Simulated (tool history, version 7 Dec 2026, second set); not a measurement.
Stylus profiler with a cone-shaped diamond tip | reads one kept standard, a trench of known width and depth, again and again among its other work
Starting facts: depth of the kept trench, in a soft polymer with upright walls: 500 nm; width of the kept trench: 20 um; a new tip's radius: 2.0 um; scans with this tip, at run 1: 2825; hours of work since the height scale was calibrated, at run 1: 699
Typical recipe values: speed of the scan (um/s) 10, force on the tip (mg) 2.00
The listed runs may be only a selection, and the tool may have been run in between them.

run   hour  speed of the scan (um/s)  force on the tip (mg)  scans with this tip  hours of work since the height scale was calibrated  depth of the trench (nm)  width of the trench's floor (µm)
  1    0.0                        10                   2.00                 2825                                                  699                    504.18                             17.17
  2   20.7                        35                   2.00                 2882                                                  713                    504.32                             17.12
  3   34.8                        35                   2.00                 2921                                                  723                    504.42                             17.09
  4   61.0                        35                   2.00                 2993                                                  741                    504.27                             16.98
  5   90.1                        35                   2.00                 3073                                                  760                    504.45                             17.03
  6  116.2                        26                   2.00                 3145                                                  778                    504.19                             17.02
  7  131.5                        26                   2.00                 3187                                                  788                    504.31                             17.04
  8  148.8                        26                   2.00                 3234                                                  800                    504.42                             17.11
  9  164.1                        26                   2.00                 3276                                                  811                    504.25                             17.03
 10  179.3                        10                   2.00                 3318                                                  821                    504.47                             17.10
 11  207.5                        10                   2.00                 3396                                                  840                    504.20                             17.11
 12  231.7                        10                   2.00                 3462                                                  857                    504.28                             17.07
 13  250.5                        10                   2.00                 3514                                                  869                    504.31                             17.06
 14  262.6                        10                   2.00                 3547                                                  878                    504.13                             17.09
 15  275.5                        10                   2.12                 3582                                                  886                    504.50                             17.03
 16  288.3                        10                   1.61                 3617                                                  895                    503.47                             17.04
 17  311.4                        10                   1.43                 3681                                                  911                    503.10                             17.10
 18  334.9                        10                   2.00                 3746                                                  927                    504.26                             17.05
 19  347.4                         3                   2.00                 3780                                                  935                    504.24                             17.09
 20  363.8                        38                   2.00                 3825                                                  946                    504.14                             16.97
 21  384.1                        38                   2.00                 3881                                                  960                    504.27                             16.98
 22  398.8                        38                   2.00                 3921                                                  970                    504.24                             17.04
 23  411.7                        38                   2.00                 3957                                                  979                    504.17                             17.00
 24  423.8                        10                   2.00                 3990                                                  987                    503.97                             17.05
     426.8  -- height scale calibrated on a step standard
 25  437.8                         3                   1.50                 4027                                                    7                    502.27                             17.09
 26  456.3                        26                   2.09                 4078                                                   20                    503.57                             17.00
 27  481.4                        10                   0.80                 4147                                                   37                    500.94                             17.00
 28  493.4                        10                   0.80                 4180                                                   45                    500.85                             17.01
 29  510.8                        10                   0.80                 4228                                                   57                    500.89                             17.02
 30  537.5                        10                   0.80                 4301                                                   75                    500.81                             17.03
 31  559.9                        10                   0.80                 4363                                                   90                    500.76                             17.03
     577.0  -- height scale calibrated on a step standard, once more
 32  587.1                        11                   2.02                 4436                                                    7                    505.32                             17.04
 33  600.8                        11                   2.02                 4473                                                   16                    505.39                             17.04
 34  624.1                         8                   3.07                 4537                                                   32                    507.05                             17.05
 35  649.5                         8                   3.07                 4607                                                   49                    507.10                             16.99
 36  675.2                         8                   1.93                 4678                                                   67                    505.22                             16.99
 37  693.6                         8                   1.93                 4729                                                   79                    505.00                             17.09
 38  716.6                         8                   1.93                 4792                                                   95                    505.06                             17.01
 39  741.7                        22                   3.73                 4861                                                  112                    508.05                             16.96
 40  766.9                        22                   3.73                 4930                                                  129                    507.91                             17.00
 41  793.3                        10                   2.82                 5003                                                  147                    506.71                             16.98
 42  817.2                         2                   5.02                 5068                                                  163                    509.56                             16.97
 43  846.1                         2                   5.02                 5147                                                  183                    509.63                             16.97
 44  873.3                         2                   4.14                 5222                                                  201                    508.54                             17.00
 45  897.0                         5                   2.52                 5288                                                  218                    505.92                             17.01
 46  914.9                        14                   3.70                 5337                                                  230                    507.90                             16.91
 47  933.2                        14                   1.56                 5387                                                  242                    504.18                             16.95

For each run, the measured value with the value that run would have given without the tool's hidden condition subtracted. The run-to-run variation is shared by both, the gauge scatter possibly not:
Hidden state at play: radius of the tip, um; height scale over the true one, %; drift of the gauge itself on depth_nm, %; drift of the gauge itself on floor_um, %.
run  depth of the trench (nm)  width of the trench's floor (µm)
  1                     -0.90                             -0.21
  2                     -0.91                             -0.21
  3                     -0.92                             -0.21
  4                     -0.94                             -0.22
  5                     -0.96                             -0.21
  6                     -0.98                             -0.23
  7                     -0.99                             -0.23
  8                     -1.00                             -0.22
  9                     -1.01                             -0.23
 10                     -1.03                             -0.23
 11                     -1.05                             -0.24
 12                     -1.06                             -0.24
 13                     -1.07                             -0.25
 14                     -1.08                             -0.24
 15                     -1.10                             -0.25
 16                     -1.11                             -0.25
 17                     -1.12                             -0.26
 18                     -1.14                             -0.26
 19                     -1.15                             -0.26
 20                     -1.16                             -0.27
 21                     -1.17                             -0.27
 22                     -1.19                             -0.27
 23                     -1.19                             -0.27
 24                     -1.21                             -0.27
 25                     -1.96                             -0.28
 26                     -1.98                             -0.28
 27                     -1.99                             -0.29
 28                     -1.99                             -0.28
 29                     -2.00                             -0.29
 30                     -2.02                             -0.29
 31                     -2.04                             -0.29
 32                     -0.05                             -0.30
 33                     -0.06                             -0.30
 34                     -0.07                             -0.31
 35                     -0.09                             -0.31
 36                     -0.11                             -0.31
 37                     -0.12                             -0.32
 38                     -0.14                             -0.32
 39                     -0.16                             -0.32
 40                     -0.18                             -0.33
 41                     -0.19                             -0.33
 42                     -0.21                             -0.33
 43                     -0.24                             -0.34
 44                     -0.25                             -0.35
 45                     -0.27                             -0.35
 46                     -0.28                             -0.36
 47                     -0.30                             -0.35

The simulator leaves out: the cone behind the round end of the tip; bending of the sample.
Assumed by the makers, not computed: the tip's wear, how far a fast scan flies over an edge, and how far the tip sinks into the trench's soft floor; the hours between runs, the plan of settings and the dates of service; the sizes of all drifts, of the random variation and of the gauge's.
